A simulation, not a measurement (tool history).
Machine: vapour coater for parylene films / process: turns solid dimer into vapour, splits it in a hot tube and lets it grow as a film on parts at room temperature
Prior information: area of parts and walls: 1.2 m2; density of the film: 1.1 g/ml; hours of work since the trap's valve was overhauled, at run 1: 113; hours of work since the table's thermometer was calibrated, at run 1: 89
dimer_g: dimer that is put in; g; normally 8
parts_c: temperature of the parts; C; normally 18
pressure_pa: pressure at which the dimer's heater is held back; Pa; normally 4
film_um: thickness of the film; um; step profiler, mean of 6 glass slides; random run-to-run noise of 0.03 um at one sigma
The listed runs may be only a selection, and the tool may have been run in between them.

| run | hour | dimer_g | parts_c | pressure_pa | hours of work since the trap's valve was overhauled | hours of work since the table's thermometer was calibrated | film_um |
|---|---|---|---|---|---|---|---|
| 1 | 0 | 8 | 18 | 4 | 113 | 89 | 4.1 |
| 2 | 18.4 | 8 | 18 | 4 | 125 | 101 | 4.08 |
| 3 | 45.8 | 8 | 18 | 4 | 142 | 119 | 4.08 |
| 4 | 67.7 | 8 | 18 | 4 | 156 | 133 | 4.05 |
| 5 | 89.2 | 8 | 18 | 4 | 170 | 146 | 4.03 |
| 6 | 103.7 | 8 | 18 | 4 | 180 | 156 | 4.05 |
| 7 | 118.9 | 4 | 18 | 4 | 189 | 166 | 2.01 |
| 8 | 136 | 4 | 18 | 4 | 200 | 177 | 2.05 |
| 9 | 157.6 | 8 | 18 | 4 | 214 | 191 | 4 |
| 10 | 182.8 | 8 | 18 | 4 | 231 | 207 | 3.99 |
| 11 | 206.7 | 8 | 18 | 4 | 246 | 222 | 4 |
| 12 | 219.4 | 8 | 18 | 4 | 254 | 230 | 3.98 |
| 13 | 234.3 | 8 | 18 | 4 | 264 | 240 | 3.97 |
| 14 | 250.7 | 8 | 18 | 7.98 | 274 | 251 | 3.5 |
| 15 | 274 | 8 | 18 | 7.98 | 289 | 266 | 3.53 |
| 16 | 286.8 | 8 | 18 | 7.98 | 298 | 274 | 3.51 |
| 17 | 300.7 | 8 | 18 | 2.56 | 307 | 283 | 4.26 |
| 18 | 321.3 | 13 | 18 | 4 | 320 | 296 | 6.35 |
|  | 329 | trap's valve overhauled |
| 19 | 351 | 8 | 18 | 4 | 14 | 313 | 4.1 |
| 20 | 367 | 8 | 22 | 4 | 25 | 323 | 3.63 |
| 21 | 388.2 | 8 | 22 | 4 | 38 | 337 | 3.63 |
|  | 391.1 | table's thermometer calibrated |
| 22 | 415 | 3 | 18 | 4 | 55 | 15 | 1.52 |
| 23 | 441.2 | 8 | 18 | 4 | 72 | 32 | 4.01 |
| 24 | 455.6 | 8 | 18 | 4 | 81 | 42 | 4.05 |
| 25 | 475.6 | 8 | 20 | 11.25 | 94 | 54 | 3.12 |
|  | 495.6 | table's thermometer calibrated, once more |
| 26 | 499.5 | 10 | 27 | 4 | 109 | 2 | 3.85 |
| 27 | 523.2 | 6 | 11 | 6.4 | 124 | 18 | 3.52 |
| 28 | 545.3 | 8 | 25 | 4 | 138 | 32 | 3.25 |
| 29 | 564.1 | 11 | 18 | 3.58 | 150 | 44 | 5.62 |
| 30 | 588.1 | 6 | 17 | 8.44 | 166 | 60 | 2.76 |
| 31 | 614.1 | 13 | 10 | 8.44 | 182 | 76 | 7.44 |
| 32 | 633.8 | 13 | 10 | 8.94 | 195 | 89 | 7.31 |
| 33 | 652.6 | 8 | 22 | 3.11 | 207 | 101 | 3.72 |
| 34 | 668.6 | 5 | 22 | 3.64 | 217 | 111 | 2.2 |
| 35 | 692 | 5 | 22 | 3.64 | 233 | 126 | 2.22 |

What does the tool deliver on the next run?
| 36 | 705.8 | 9 | 18 | 4 | 241 | 135 | ? |

Run 36 measured film_um 4.45 um.
Were there no unlogged condition in the tool, this run, its random variation unchanged, would have produced film_um 4.7 um.

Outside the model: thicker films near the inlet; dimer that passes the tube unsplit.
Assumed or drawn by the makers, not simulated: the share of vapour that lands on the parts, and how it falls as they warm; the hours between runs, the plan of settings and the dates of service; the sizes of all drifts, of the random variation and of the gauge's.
